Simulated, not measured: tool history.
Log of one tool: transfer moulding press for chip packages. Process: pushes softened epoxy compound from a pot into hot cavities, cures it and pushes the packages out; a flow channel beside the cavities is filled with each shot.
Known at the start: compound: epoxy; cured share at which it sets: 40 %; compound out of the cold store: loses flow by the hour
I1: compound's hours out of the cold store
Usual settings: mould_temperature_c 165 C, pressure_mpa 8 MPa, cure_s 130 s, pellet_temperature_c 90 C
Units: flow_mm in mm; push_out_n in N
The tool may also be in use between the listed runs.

run 1 day=0 | mould_temperature_c=165 pressure_mpa=8 cure_s=130 pellet_temperature_c=90 | I1=27.7 | flow_mm=553 push_out_n=422
-- day=1.175 cavities cleaned with cleaning compound and waxed
run 2 day=3.358 | mould_temperature_c=158 pressure_mpa=8 cure_s=130 pellet_temperature_c=90 | I1=47.1 | flow_mm=524 push_out_n=594
-- day=3.8 cavities cleaned with cleaning compound and waxed
-- day=6.133 plunger's sealing rings changed
-- day=6.554 cavities cleaned with cleaning compound and waxed
run 3 day=6.583 | mould_temperature_c=158 pressure_mpa=8 cure_s=130 pellet_temperature_c=90 | I1=13.1 | flow_mm=621 push_out_n=442
run 4 day=8.367 | mould_temperature_c=158 pressure_mpa=8 cure_s=130 pellet_temperature_c=90 | I1=21.9 | flow_mm=593 push_out_n=588
-- day=9.204 cavities cleaned with cleaning compound and waxed
run 5 day=11.504 | mould_temperature_c=158 pressure_mpa=8 cure_s=130 pellet_temperature_c=90 | I1=45.9 | flow_mm=546 push_out_n=555
-- day=11.838 cavities cleaned with cleaning compound and waxed
run 6 day=13.417 | mould_temperature_c=165 pressure_mpa=8 cure_s=130 pellet_temperature_c=94 | I1=15.6 | flow_mm=576 push_out_n=437
-- day=13.688 mould's thermocouples calibrated
-- day=14.708 cavities cleaned with cleaning compound and waxed
run 7 day=16.425 | mould_temperature_c=165 pressure_mpa=8 cure_s=130 pellet_temperature_c=81 | I1=30.9 | flow_mm=543 push_out_n=440
-- day=17.358 cavities cleaned with cleaning compound and waxed
run 8 day=18.433 | mould_temperature_c=165 pressure_mpa=8 cure_s=154 pellet_temperature_c=90 | I1=14.7 | flow_mm=558 push_out_n=386

Run 9 comes next. What will it give?
-- day=20.104 cavities cleaned with cleaning compound and waxed
-- day=20.433 plunger's sealing rings changed
run 9 day=21.138 | mould_temperature_c=165 pressure_mpa=8 cure_s=154 pellet_temperature_c=90 | I1=18.4 | flow_mm=? push_out_n=?

Run 9 gave flow_mm 594 mm, push_out_n 355 N.
Without the tool's hidden state the same run would have given flow_mm 597 mm, push_out_n 288 N.

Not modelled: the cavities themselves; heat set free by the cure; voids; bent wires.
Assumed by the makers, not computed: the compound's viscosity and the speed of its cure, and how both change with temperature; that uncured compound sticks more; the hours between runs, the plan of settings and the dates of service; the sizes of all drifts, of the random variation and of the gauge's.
